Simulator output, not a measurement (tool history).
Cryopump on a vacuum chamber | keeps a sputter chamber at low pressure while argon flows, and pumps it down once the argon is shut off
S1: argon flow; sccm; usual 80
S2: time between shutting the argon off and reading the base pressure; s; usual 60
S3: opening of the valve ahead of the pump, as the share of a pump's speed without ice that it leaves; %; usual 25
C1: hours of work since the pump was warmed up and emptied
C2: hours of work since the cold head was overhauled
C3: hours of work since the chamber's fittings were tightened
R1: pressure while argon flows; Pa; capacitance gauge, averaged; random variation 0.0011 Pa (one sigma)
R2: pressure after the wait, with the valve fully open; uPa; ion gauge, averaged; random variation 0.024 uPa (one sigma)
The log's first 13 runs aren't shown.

run    hour   S1   S2  S3   C1   C2    C3      R1    R2
 14   472.6   80   92  25  407  407  3031  0.2449  1.32
 15   499.2   80   92  25  429  429  3052  0.2453  1.39
      520.2  -- leaking fittings of the chamber tightened, without venting
 16   543.3   80   92  25  463  463    19  0.2464  0.67
 17   564.9   80   92  25  480  480    36  0.2472  0.67
 18   598.9   87  148  22  508  508    64  0.3059  0.49
 19   631.6   87  148  22  534  534    90  0.3054  0.50
 20   657.6   87  148  22  555  555   111  0.3063  0.56
 21   694.1   87  148  22  585  585   141  0.3055  0.56
 22   735.2   46   60  18  618  618   174  0.1962  0.97
 23   755.2   46   60  18  634  634   190  0.1967  1.01
 24   789.2   40   61  54  662  662   218  0.0627  0.99
      821.8  -- pump warmed up, emptied and cooled again
 25   826.8   67  295  22    4  688   244  0.2274  0.36
 26   846.5   67  295  22   20  704   260  0.2262  0.32
 27   872.9   67  295  22   41  725   281  0.2284  0.40
 28   893.4   80  167  26   58  742   298  0.2296  0.45
 29   916.5   80   29  27   77  761   317  0.2203  1.90
 30   958.0   33  204  18  110  794   350  0.1367  0.49
 31   980.7   80   60  59  129  813   368  0.1035  0.97
 32  1020.5   69  105  25  161  845   401  0.2087  0.70
 33  1066.3  134   41  21  198  882   438  0.4809  1.38
 34  1100.6   80   60  48  226  910   465  0.1278  1.01

3 ways to go on from here, each from the tool as it stands after run 34. What would each give?
  A  1129.1  80   71  48  249  933  489   ?   ?
  B  1129.1  40   43  48  249  933  489   ?   ?
  C  1129.1  49  261  25  249  933  489   ?   ?

run      R1    R2
  A  0.1297  0.91
  B  0.0649  1.34
  C  0.1468  0.45
Without the tool's hidden state the same runs would have given:
run      R1    R2
  A  0.1243  0.77
  B  0.0622  1.20
  C  0.1436  0.31

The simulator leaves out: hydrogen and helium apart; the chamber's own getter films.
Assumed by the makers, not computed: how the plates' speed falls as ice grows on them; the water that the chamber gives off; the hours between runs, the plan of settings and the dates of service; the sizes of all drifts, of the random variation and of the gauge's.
